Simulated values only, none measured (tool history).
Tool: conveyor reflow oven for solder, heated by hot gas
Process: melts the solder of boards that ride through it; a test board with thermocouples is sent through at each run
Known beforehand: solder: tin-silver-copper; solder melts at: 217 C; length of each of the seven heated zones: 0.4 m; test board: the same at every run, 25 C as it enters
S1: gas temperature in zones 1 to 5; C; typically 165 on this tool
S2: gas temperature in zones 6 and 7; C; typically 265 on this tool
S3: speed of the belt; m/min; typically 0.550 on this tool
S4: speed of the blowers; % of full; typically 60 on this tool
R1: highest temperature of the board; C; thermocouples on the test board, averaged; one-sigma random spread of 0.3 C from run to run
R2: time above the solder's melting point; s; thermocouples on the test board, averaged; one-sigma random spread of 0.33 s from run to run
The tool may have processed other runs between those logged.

run   hour   S1   S2     S3  S4     R1    R2
  1    0.0  165  265  0.550  60  247.0  58.3
  2   19.7  165  261  0.550  60  244.0  54.2
  3   34.0  165  265  0.550  60  247.3  57.2
  4   47.7  165  265  0.550  60  247.8  57.3
  5   60.9  165  265  0.550  60  247.2  57.2
  6   77.2  165  265  0.550  60  246.7  57.4
  7   96.2  165  265  0.550  60  246.7  57.8
     109.2  -- flux residue cleaned out of gas plates and filters
  8  115.0  167  265  0.550  60  249.4  61.0
  9  133.7  167  265  0.550  60  249.1  60.9
 10  152.1  165  265  0.550  60  249.5  59.6
 11  166.5  165  265  0.493  60  251.8  71.6
 12  185.5  165  265  0.550  60  249.4  59.3
 13  204.9  165  255  0.550  60  239.7  50.8
 14  223.9  165  265  0.550  60  248.4  60.0
 15  235.6  165  265  0.550  60  248.2  59.5
 16  251.0  155  260  0.550  66  244.2  52.4
 17  263.1  155  266  0.550  90  255.2  64.4
 18  275.5  165  258  0.623  67  240.2  44.4
 19  292.2  165  258  0.575  67  242.9  51.9
 20  305.7  168  255  0.523  60  241.6  56.9
 21  321.5  168  255  0.523  60  241.1  56.6
 22  333.1  172  255  0.533  60  241.6  56.8
 23  344.8  172  255  0.533  60  241.5  57.4
 24  361.5  157  263  0.533  60  246.2  56.3
 25  379.7  157  263  0.533  60  246.1  56.7
 26  398.8  176  279  0.626  62  257.8  62.7
 27  411.3  171  279  0.626  63  257.4  59.8
 28  428.0  169  265  0.550  89  254.5  68.6
 29  442.8  165  265  0.550  81  252.5  65.2
 30  462.0  165  265  0.550  81  252.8  65.0

Branching from run 30: 4 alternative next runs. What would each branch give?
  A  475.4  165  270  0.471  81   ?   ?
  B  475.4  165  264  0.496  53   ?   ?
  C  475.4  165  274  0.550  53   ?   ?
  D  475.4  165  269  0.550  81   ?   ?

run     R1    R2
  A  260.8  84.0
  B  247.7  65.2
  C  252.7  62.2
  D  256.1  67.7
The same runs, with their run-to-run variation unchanged, on a tool lacking any hidden condition would have given:
run     R1    R2
  A  262.7  84.5
  B  249.3  66.3
  C  254.4  63.1
  D  258.2  68.7
